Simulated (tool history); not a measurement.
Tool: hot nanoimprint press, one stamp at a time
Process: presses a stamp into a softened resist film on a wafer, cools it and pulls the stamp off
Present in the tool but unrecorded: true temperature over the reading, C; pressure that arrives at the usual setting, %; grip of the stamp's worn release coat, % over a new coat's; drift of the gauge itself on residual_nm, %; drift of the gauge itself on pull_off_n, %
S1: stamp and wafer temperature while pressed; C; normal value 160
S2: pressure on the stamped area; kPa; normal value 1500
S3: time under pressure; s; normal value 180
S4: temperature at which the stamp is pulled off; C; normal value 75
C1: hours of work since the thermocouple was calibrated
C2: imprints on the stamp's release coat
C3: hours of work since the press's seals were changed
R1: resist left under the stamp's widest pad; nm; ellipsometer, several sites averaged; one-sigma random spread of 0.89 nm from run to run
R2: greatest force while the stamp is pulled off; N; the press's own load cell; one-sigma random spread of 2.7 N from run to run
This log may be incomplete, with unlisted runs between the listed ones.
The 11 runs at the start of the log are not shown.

run 12 hour=124.4 | S1=160 S2=1500 S3=145 S4=75 | C1=190 C2=1985 C3=450 | R1=163.2 R2=127
run 13 hour=135.3 | S1=160 S2=1500 S3=145 S4=75 | C1=197 C2=2013 C3=457 | R1=164.1 R2=124
run 14 hour=148.4 | S1=160 S2=1500 S3=180 S4=75 | C1=206 C2=2048 C3=465 | R1=153.3 R2=124
run 15 hour=156.5 | S1=160 S2=1090 S3=180 S4=75 | C1=211 C2=2070 C3=471 | R1=179.7 R2=127
-- hour=166.7 stamp cleaned and given a new release coat
run 16 hour=169.6 | S1=171 S2=2250 S3=308 S4=75 | C1=216 C2=8 C3=475 | R1=70.2 R2=122
run 17 hour=181.0 | S1=156 S2=1500 S3=180 S4=75 | C1=223 C2=38 C3=483 | R1=174.8 R2=123
run 18 hour=194.3 | S1=156 S2=2370 S3=270 S4=76 | C1=232 C2=73 C3=491 | R1=118.4 R2=120
run 19 hour=205.2 | S1=156 S2=930 S3=293 S4=77 | C1=239 C2=102 C3=499 | R1=190.4 R2=123
run 20 hour=217.3 | S1=156 S2=930 S3=293 S4=77 | C1=247 C2=134 C3=507 | R1=189.1 R2=119
run 21 hour=228.6 | S1=156 S2=1890 S3=129 S4=75 | C1=255 C2=164 C3=514 | R1=170.8 R2=125
run 22 hour=235.3 | S1=155 S2=1960 S3=232 S4=74 | C1=259 C2=182 C3=518 | R1=144.7 R2=127
run 23 hour=244.5 | S1=165 S2=1500 S3=107 S4=81 | C1=265 C2=207 C3=524 | R1=155.1 R2=122
run 24 hour=256.4 | S1=160 S2=1500 S3=180 S4=72 | C1=273 C2=238 C3=532 | R1=155.6 R2=130
-- hour=263.5 gauge calibrated
run 25 hour=267.0 | S1=171 S2=1840 S3=212 S4=74 | C1=280 C2=266 C3=539 | R1=91.0 R2=130
run 26 hour=279.9 | S1=160 S2=970 S3=180 S4=63 | C1=288 C2=300 C3=548 | R1=184.7 R2=142
run 27 hour=294.0 | S1=153 S2=970 S3=180 S4=63 | C1=297 C2=338 C3=557 | R1=223.2 R2=142
run 28 hour=301.3 | S1=153 S2=970 S3=180 S4=63 | C1=302 C2=357 C3=562 | R1=221.8 R2=141
run 29 hour=311.7 | S1=149 S2=1380 S3=180 S4=75 | C1=309 C2=385 C3=569 | R1=215.7 R2=128
run 30 hour=325.7 | S1=149 S2=1380 S3=180 S4=75 | C1=318 C2=422 C3=578 | R1=215.8 R2=129

Alternative continuations, all from the tool just after run 30; predict every row:
run A hour=333.8 | S1=149 S2=1380 S3=180 S4=70 | C1=324 C2=444 C3=583 | R1=? R2=?
run B hour=333.8 | S1=163 S2=1380 S3=159 S4=62 | C1=324 C2=444 C3=583 | R1=? R2=?
run C hour=333.8 | S1=172 S2=1740 S3=180 S4=75 | C1=324 C2=444 C3=583 | R1=? R2=?

run=A R1=215.9 R2=138
run=B R1=151.2 R2=141
run=C R1=96.6 R2=121
Take away the tool's hidden state, keep each run's random variation, and the runs would have read:
run=A R1=214.0 R2=138
run=B R1=149.9 R2=141
run=C R1=95.8 R2=121
